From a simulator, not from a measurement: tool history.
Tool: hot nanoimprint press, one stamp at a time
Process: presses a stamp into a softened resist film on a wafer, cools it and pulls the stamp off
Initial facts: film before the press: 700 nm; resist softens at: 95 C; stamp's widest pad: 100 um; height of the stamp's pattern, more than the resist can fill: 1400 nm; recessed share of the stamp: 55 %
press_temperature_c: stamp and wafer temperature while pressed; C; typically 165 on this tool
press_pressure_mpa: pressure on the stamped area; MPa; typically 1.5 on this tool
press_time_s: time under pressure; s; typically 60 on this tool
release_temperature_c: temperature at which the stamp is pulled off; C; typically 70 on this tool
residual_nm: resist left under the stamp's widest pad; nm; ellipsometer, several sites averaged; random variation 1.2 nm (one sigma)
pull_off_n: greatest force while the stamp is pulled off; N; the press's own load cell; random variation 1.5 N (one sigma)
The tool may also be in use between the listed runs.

| run | day | press_temperature_c | press_pressure_mpa | press_time_s | release_temperature_c | residual_nm | pull_off_n |
|---|---|---|---|---|---|---|---|
| 1 | 0 | 165 | 1.5 | 60 | 70 | 276.8 | 144 |
| 2 | 0.775 | 165 | 1.5 | 60 | 70 | 276.2 | 145 |
| 3 | 1.675 | 165 | 1.5 | 60 | 70 | 278.4 | 145 |
| 4 | 2.2 | 165 | 1.5 | 60 | 70 | 276.1 | 145 |
| 5 | 2.958 | 165 | 1.5 | 60 | 70 | 279.3 | 148 |
| 6 | 3.7 | 165 | 1.5 | 60 | 70 | 277.7 | 146 |
| 7 | 4.917 | 165 | 1.5 | 33 | 70 | 341.2 | 146 |
| 8 | 6.108 | 165 | 1.5 | 33 | 70 | 341.3 | 151 |
| 9 | 7.225 | 167 | 1.5 | 60 | 70 | 258.1 | 147 |
| 10 | 7.962 | 165 | 1.5 | 63 | 70 | 270.7 | 154 |
| 11 | 8.738 | 165 | 1.5 | 63 | 70 | 272.3 | 157 |
|  | 9.504 | stamp cleaned and given a new release coat |
| 12 | 10.004 | 165 | 1.5 | 63 | 70 | 270.6 | 136 |
| 13 | 10.5 | 165 | 1.5 | 60 | 77 | 275.7 | 118 |
| 14 | 11.504 | 165 | 1.5 | 60 | 77 | 275.7 | 115 |
| 15 | 12.133 | 165 | 1.5 | 60 | 77 | 276.7 | 120 |
| 16 | 12.733 | 173 | 1.5 | 43 | 70 | 238.3 | 136 |
| 17 | 13.392 | 156 | 1.5 | 36 | 70 | 438.5 | 140 |
| 18 | 14.308 | 156 | 1.5 | 36 | 70 | 433.9 | 137 |
| 19 | 15.054 | 156 | 1.5 | 36 | 70 | 438.1 | 138 |
| 20 | 16.025 | 156 | 1.5 | 44 | 70 | 413.3 | 141 |
| 21 | 16.571 | 165 | 1.94 | 44 | 69 | 272.1 | 144 |
| 22 | 17.7 | 165 | 1.69 | 60 | 73 | 259.5 | 135 |
| 23 | 18.5 | 168 | 1.94 | 38 | 70 | 259.7 | 140 |
| 24 | 19.146 | 168 | 1.94 | 38 | 70 | 258 | 142 |
| 25 | 19.938 | 168 | 1.94 | 117 | 70 | 166.7 | 140 |
| 26 | 20.442 | 168 | 1.94 | 117 | 70 | 164.9 | 141 |
| 27 | 21.262 | 153 | 1.94 | 88 | 70 | 325.6 | 143 |
| 28 | 22.012 | 176 | 1.87 | 60 | 70 | 168.4 | 144 |
|  | 22.708 | plate thermocouple calibrated |
| 29 | 22.862 | 165 | 2.09 | 60 | 62 | 243.9 | 171 |
| 30 | 23.842 | 165 | 2.09 | 60 | 62 | 239 | 171 |

Alternative continuations, all from the tool just after run 30; predict every row:
| A | 24.862 | 165 | 2.26 | 60 | 55 | ? | ? |
| B | 24.862 | 164 | 1.5 | 60 | 70 | ? | ? |
| C | 24.862 | 165 | 1.03 | 60 | 67 | ? | ? |

| run | residual_nm | pull_off_n |
|---|---|---|
| A | 234.1 | 189 |
| B | 295.6 | 150 |
| C | 341.5 | 157 |
With no hidden state in the tool, these same runs would have given:
| run | residual_nm | pull_off_n |
|---|---|---|
| A | 224.8 | 173 |
| B | 289.1 | 138 |
| C | 337.5 | 144 |

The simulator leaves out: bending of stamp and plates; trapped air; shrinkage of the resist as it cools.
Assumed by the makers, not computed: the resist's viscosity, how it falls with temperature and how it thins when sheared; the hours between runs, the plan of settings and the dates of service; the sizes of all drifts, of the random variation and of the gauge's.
